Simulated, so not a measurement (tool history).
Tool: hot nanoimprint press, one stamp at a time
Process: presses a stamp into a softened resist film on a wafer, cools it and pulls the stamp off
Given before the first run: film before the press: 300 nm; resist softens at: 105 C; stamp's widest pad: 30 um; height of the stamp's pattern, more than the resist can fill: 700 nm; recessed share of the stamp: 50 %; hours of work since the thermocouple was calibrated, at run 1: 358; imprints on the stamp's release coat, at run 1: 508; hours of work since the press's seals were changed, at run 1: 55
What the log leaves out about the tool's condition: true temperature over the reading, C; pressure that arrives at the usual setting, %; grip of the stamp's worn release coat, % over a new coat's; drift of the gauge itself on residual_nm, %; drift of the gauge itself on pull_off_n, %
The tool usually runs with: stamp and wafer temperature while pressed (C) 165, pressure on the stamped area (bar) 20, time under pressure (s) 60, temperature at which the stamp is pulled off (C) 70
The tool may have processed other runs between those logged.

run,hour,stamp and wafer temperature while pressed (C),pressure on the stamped area (bar),time under pressure (s),temperature at which the stamp is pulled off (C),hours of work since the thermocouple was calibrated,imprints on the stamp's release coat,hours of work since the press's seals were changed,resist left under the stamp's widest pad (nm),greatest force while the stamp is pulled off (N)
1,0,165,20,60,70,358,508,55,123.6,141
2,12.5,165,13.2,60,70,365,543,61,150.1,141
3,28.7,165,20,38,70,373,588,69,147.2,141
4,43,165,20,49,70,380,628,76,133.1,141
5,58.4,172,20,60,70,387,671,84,85.4,141
6,68.8,165,20,60,70,393,700,89,122.1,145
7,76.2,165,20,60,70,396,721,93,123.1,143
8,86.2,165,20,60,70,401,749,98,122,146
9,97.3,177,14.3,60,70,407,780,103,78.2,144
10,113.4,177,14.3,60,70,415,825,111,77.9,146
11,121.2,177,14.3,60,70,418,847,115,78.6,145
12,137.8,165,28.2,54,70,427,893,123,109,146
13,151.7,165,20,66,68,434,932,130,116.2,153
14,167.3,173,25.1,113,70,441,976,138,53.3,147
15,184.2,172,20,60,70,450,1023,146,85.4,148
16,191.4,174,20,52,70,453,1043,150,81.2,149

For each run, the measured value with the value that run would have given without the tool's hidden condition subtracted. The run-to-run variation is shared by both, the gauge scatter possibly not:
run,resist left under the stamp's widest pad (nm),greatest force while the stamp is pulled off (N)
1,-7.6,+3
2,-8.5,+3
3,-8.6,+4
4,-8.3,+4
5,-5.5,+4
6,-8.1,+5
7,-8.3,+5
8,-8.3,+6
9,-4.9,+6
10,-5,+6
11,-5,+7
12,-8.1,+6
13,-8.6,+7
14,-4,+8
15,-6.2,+8
16,-5.8,+8
